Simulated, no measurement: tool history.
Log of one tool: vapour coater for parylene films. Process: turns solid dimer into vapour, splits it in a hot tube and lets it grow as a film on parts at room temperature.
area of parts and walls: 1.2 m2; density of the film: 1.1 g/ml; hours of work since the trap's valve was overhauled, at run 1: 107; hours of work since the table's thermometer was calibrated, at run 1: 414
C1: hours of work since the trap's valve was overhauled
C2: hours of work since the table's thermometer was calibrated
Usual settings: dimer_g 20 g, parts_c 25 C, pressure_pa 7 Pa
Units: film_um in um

{"run": 1, "hour": 0.0, "dimer_g": 20, "parts_c": 25, "pressure_pa": 7, "C1": 107, "C2": 414, "film_um": 8.2}
{"run": 2, "hour": 32.2, "dimer_g": 20, "parts_c": 25, "pressure_pa": 7, "C1": 122, "C2": 429, "film_um": 8.17}
{"run": 3, "hour": 53.5, "dimer_g": 20, "parts_c": 25, "pressure_pa": 7, "C1": 132, "C2": 439, "film_um": 8.26}
{"run": 4, "hour": 89.6, "dimer_g": 20, "parts_c": 25, "pressure_pa": 7, "C1": 148, "C2": 455, "film_um": 8.28}
{"run": 5, "hour": 113.5, "dimer_g": 20, "parts_c": 25, "pressure_pa": 7, "C1": 159, "C2": 466, "film_um": 8.22}
{"run": 6, "hour": 145.1, "dimer_g": 20, "parts_c": 25, "pressure_pa": 7, "C1": 174, "C2": 481, "film_um": 8.24}
{"run": 7, "hour": 180.5, "dimer_g": 20, "parts_c": 25, "pressure_pa": 7, "C1": 190, "C2": 497, "film_um": 8.2}
{"run": 8, "hour": 205.1, "dimer_g": 20, "parts_c": 25, "pressure_pa": 2.81, "C1": 202, "C2": 509, "film_um": 10.11}
{"run": 9, "hour": 232.7, "dimer_g": 28, "parts_c": 25, "pressure_pa": 7, "C1": 214, "C2": 521, "film_um": 11.51}
{"run": 10, "hour": 255.8, "dimer_g": 28, "parts_c": 25, "pressure_pa": 7, "C1": 225, "C2": 532, "film_um": 11.27}
{"run": 11, "hour": 275.2, "dimer_g": 20, "parts_c": 25, "pressure_pa": 7, "C1": 234, "C2": 541, "film_um": 8.09}
{"run": 12, "hour": 294.9, "dimer_g": 20, "parts_c": 25, "pressure_pa": 7, "C1": 243, "C2": 550, "film_um": 8}
{"run": 13, "hour": 316.7, "dimer_g": 20, "parts_c": 25, "pressure_pa": 2.09, "C1": 253, "C2": 560, "film_um": 10.7}
{"run": 14, "hour": 337.5, "dimer_g": 20, "parts_c": 25, "pressure_pa": 7, "C1": 263, "C2": 570, "film_um": 8.13}
{"run": 15, "hour": 355.7, "dimer_g": 20, "parts_c": 25, "pressure_pa": 7, "C1": 271, "C2": 578, "film_um": 8.12}
{"run": 16, "hour": 384.8, "dimer_g": 20, "parts_c": 25, "pressure_pa": 7, "C1": 285, "C2": 592, "film_um": 8.08}
{"run": 17, "hour": 400.8, "dimer_g": 20, "parts_c": 25, "pressure_pa": 7, "C1": 292, "C2": 599, "film_um": 8.04}
{"run": 18, "hour": 425.5, "dimer_g": 14, "parts_c": 20, "pressure_pa": 3.27, "C1": 304, "C2": 610, "film_um": 7.82}
{"run": 19, "hour": 450.8, "dimer_g": 8, "parts_c": 25, "pressure_pa": 7, "C1": 315, "C2": 622, "film_um": 3.18}
{"run": 20, "hour": 481.2, "dimer_g": 20, "parts_c": 25, "pressure_pa": 3.96, "C1": 329, "C2": 636, "film_um": 9.18}
{"run": 21, "hour": 505.5, "dimer_g": 22, "parts_c": 29, "pressure_pa": 7.04, "C1": 340, "C2": 647, "film_um": 7.7}
{"run": 22, "hour": 525.2, "dimer_g": 18, "parts_c": 19, "pressure_pa": 4.63, "C1": 350, "C2": 657, "film_um": 9.45}
{"hour": 531.1, "done": "trap's valve overhauled"}
{"run": 23, "hour": 552.0, "dimer_g": 19, "parts_c": 23, "pressure_pa": 4.4, "C1": 10, "C2": 667, "film_um": 8.9}
{"run": 24, "hour": 576.2, "dimer_g": 11, "parts_c": 25, "pressure_pa": 7, "C1": 21, "C2": 678, "film_um": 4.37}
{"run": 25, "hour": 599.0, "dimer_g": 15, "parts_c": 22, "pressure_pa": 3.58, "C1": 31, "C2": 689, "film_um": 7.57}
{"hour": 628.1, "done": "trap's valve overhauled, once more"}
{"run": 26, "hour": 638.2, "dimer_g": 20, "parts_c": 33, "pressure_pa": 2.05, "C1": 5, "C2": 705, "film_um": 8.69}
{"run": 27, "hour": 665.1, "dimer_g": 27, "parts_c": 20, "pressure_pa": 11.53, "C1": 17, "C2": 717, "film_um": 11.73}
{"run": 28, "hour": 700.2, "dimer_g": 27, "parts_c": 28, "pressure_pa": 2.8, "C1": 33, "C2": 734, "film_um": 12.81}
{"run": 29, "hour": 719.4, "dimer_g": 26, "parts_c": 25, "pressure_pa": 7, "C1": 42, "C2": 742, "film_um": 10.77}
{"run": 30, "hour": 736.7, "dimer_g": 17, "parts_c": 22, "pressure_pa": 5.12, "C1": 50, "C2": 751, "film_um": 8.46}
{"run": 31, "hour": 762.0, "dimer_g": 17, "parts_c": 22, "pressure_pa": 5.12, "C1": 62, "C2": 762, "film_um": 8.29}
{"run": 32, "hour": 793.7, "dimer_g": 9, "parts_c": 21, "pressure_pa": 5.12, "C1": 76, "C2": 777, "film_um": 4.6}

Forecast each of these 4 alternatives for the next run:
{"run": "A", "hour": 820.2, "dimer_g": 25, "parts_c": 25, "pressure_pa": 10.34, "C1": 89, "C2": 789, "film_um": "?"}
{"run": "B", "hour": 820.2, "dimer_g": 23, "parts_c": 32, "pressure_pa": 3.94, "C1": 89, "C2": 789, "film_um": "?"}
{"run": "C", "hour": 820.2, "dimer_g": 24, "parts_c": 32, "pressure_pa": 5.12, "C1": 89, "C2": 789, "film_um": "?"}
{"run": "D", "hour": 820.2, "dimer_g": 10, "parts_c": 21, "pressure_pa": 5.12, "C1": 89, "C2": 789, "film_um": "?"}

run=A film_um=9.38
run=B film_um=8.76
run=C film_um=8.52
run=D film_um=5.03
Without the tool's hidden state the same runs would have given:
run=A film_um=9.69
run=B film_um=9.05
run=C film_um=8.8
run=D film_um=5.2

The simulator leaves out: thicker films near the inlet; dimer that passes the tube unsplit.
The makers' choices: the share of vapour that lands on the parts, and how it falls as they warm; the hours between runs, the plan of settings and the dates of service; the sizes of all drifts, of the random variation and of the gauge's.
